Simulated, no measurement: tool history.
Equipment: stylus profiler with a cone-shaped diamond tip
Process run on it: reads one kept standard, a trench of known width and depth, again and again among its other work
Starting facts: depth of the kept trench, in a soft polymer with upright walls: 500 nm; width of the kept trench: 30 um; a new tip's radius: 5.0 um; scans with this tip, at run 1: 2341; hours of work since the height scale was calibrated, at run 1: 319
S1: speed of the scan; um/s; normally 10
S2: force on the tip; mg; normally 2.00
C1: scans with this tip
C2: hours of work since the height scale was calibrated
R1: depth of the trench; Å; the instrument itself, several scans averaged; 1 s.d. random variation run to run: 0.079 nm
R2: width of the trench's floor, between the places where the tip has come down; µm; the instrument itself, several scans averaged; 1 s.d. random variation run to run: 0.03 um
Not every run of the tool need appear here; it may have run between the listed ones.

run 1 hour=0.0 | S1=10 S2=2.00 | C1=2341 C2=319 | R1=5048.6 R2=24.82
run 2 hour=17.0 | S1=10 S2=2.00 | C1=2404 C2=327 | R1=5047.0 R2=24.79
run 3 hour=25.0 | S1=10 S2=2.00 | C1=2434 C2=331 | R1=5048.1 R2=24.81
run 4 hour=32.7 | S1=10 S2=1.49 | C1=2463 C2=335 | R1=5041.3 R2=24.79
run 5 hour=40.2 | S1=10 S2=1.49 | C1=2491 C2=339 | R1=5039.2 R2=24.85
run 6 hour=53.2 | S1=10 S2=1.49 | C1=2539 C2=346 | R1=5039.8 R2=24.75
run 7 hour=61.2 | S1=10 S2=2.46 | C1=2569 C2=350 | R1=5054.8 R2=24.81
run 8 hour=73.8 | S1=32 S2=2.00 | C1=2616 C2=356 | R1=5050.4 R2=24.69
run 9 hour=83.5 | S1=10 S2=1.47 | C1=2653 C2=361 | R1=5040.5 R2=24.76
run 10 hour=99.6 | S1=10 S2=2.00 | C1=2713 C2=369 | R1=5049.3 R2=24.75
run 11 hour=111.4 | S1=10 S2=2.00 | C1=2757 C2=375 | R1=5047.1 R2=24.70
run 12 hour=125.0 | S1=10 S2=2.00 | C1=2808 C2=382 | R1=5048.4 R2=24.72
run 13 hour=141.2 | S1=10 S2=2.00 | C1=2868 C2=390 | R1=5048.7 R2=24.73
run 14 hour=149.2 | S1=10 S2=3.64 | C1=2898 C2=394 | R1=5073.4 R2=24.67
run 15 hour=156.6 | S1=10 S2=3.64 | C1=2925 C2=398 | R1=5072.9 R2=24.76
run 16 hour=170.6 | S1=14 S2=2.01 | C1=2978 C2=405 | R1=5048.7 R2=24.65
run 17 hour=181.4 | S1=2 S2=1.02 | C1=3018 C2=411 | R1=5031.2 R2=24.70
run 18 hour=199.1 | S1=2 S2=1.12 | C1=3084 C2=420 | R1=5033.0 R2=24.66
run 19 hour=212.2 | S1=19 S2=3.52 | C1=3133 C2=426 | R1=5071.8 R2=24.60
run 20 hour=227.7 | S1=19 S2=3.52 | C1=3191 C2=434 | R1=5070.0 R2=24.64
run 21 hour=240.3 | S1=19 S2=3.52 | C1=3238 C2=441 | R1=5073.2 R2=24.58
run 22 hour=253.1 | S1=5 S2=2.66 | C1=3286 C2=447 | R1=5060.2 R2=24.67
run 23 hour=265.4 | S1=20 S2=1.33 | C1=3331 C2=453 | R1=5038.4 R2=24.47
run 24 hour=279.9 | S1=15 S2=0.94 | C1=3386 C2=461 | R1=5030.1 R2=24.53
run 25 hour=294.2 | S1=33 S2=1.14 | C1=3439 C2=468 | R1=5035.1 R2=24.34
run 26 hour=307.5 | S1=33 S2=2.25 | C1=3488 C2=475 | R1=5052.9 R2=24.46
run 27 hour=321.0 | S1=5 S2=1.63 | C1=3539 C2=482 | R1=5042.1 R2=24.56
run 28 hour=333.2 | S1=9 S2=0.88 | C1=3584 C2=488 | R1=5029.4 R2=24.51
run 29 hour=345.7 | S1=19 S2=1.02 | C1=3631 C2=494 | R1=5033.1 R2=24.47
run 30 hour=358.0 | S1=10 S2=3.43 | C1=3677 C2=500 | R1=5070.2 R2=24.48

4 ways to go on from here, each from the tool as it stands after run 30. What would each give?
run A hour=374.7 | S1=37 S2=5.29 | C1=3739 C2=509 | R1=? R2=?
run B hour=374.7 | S1=6 S2=3.16 | C1=3739 C2=509 | R1=? R2=?
run C hour=374.7 | S1=26 S2=2.00 | C1=3739 C2=509 | R1=? R2=?
run D hour=374.7 | S1=11 S2=3.43 | C1=3739 C2=509 | R1=? R2=?

run=A R1=5094.0 R2=24.41
run=B R1=5069.5 R2=24.45
run=C R1=5049.9 R2=24.45
run=D R1=5070.8 R2=24.49
Without the tool's unlogged condition, the same runs would have read:
run=A R1=5091.4 R2=25.52
run=B R1=5066.9 R2=25.56
run=C R1=5047.4 R2=25.56
run=D R1=5068.2 R2=25.60

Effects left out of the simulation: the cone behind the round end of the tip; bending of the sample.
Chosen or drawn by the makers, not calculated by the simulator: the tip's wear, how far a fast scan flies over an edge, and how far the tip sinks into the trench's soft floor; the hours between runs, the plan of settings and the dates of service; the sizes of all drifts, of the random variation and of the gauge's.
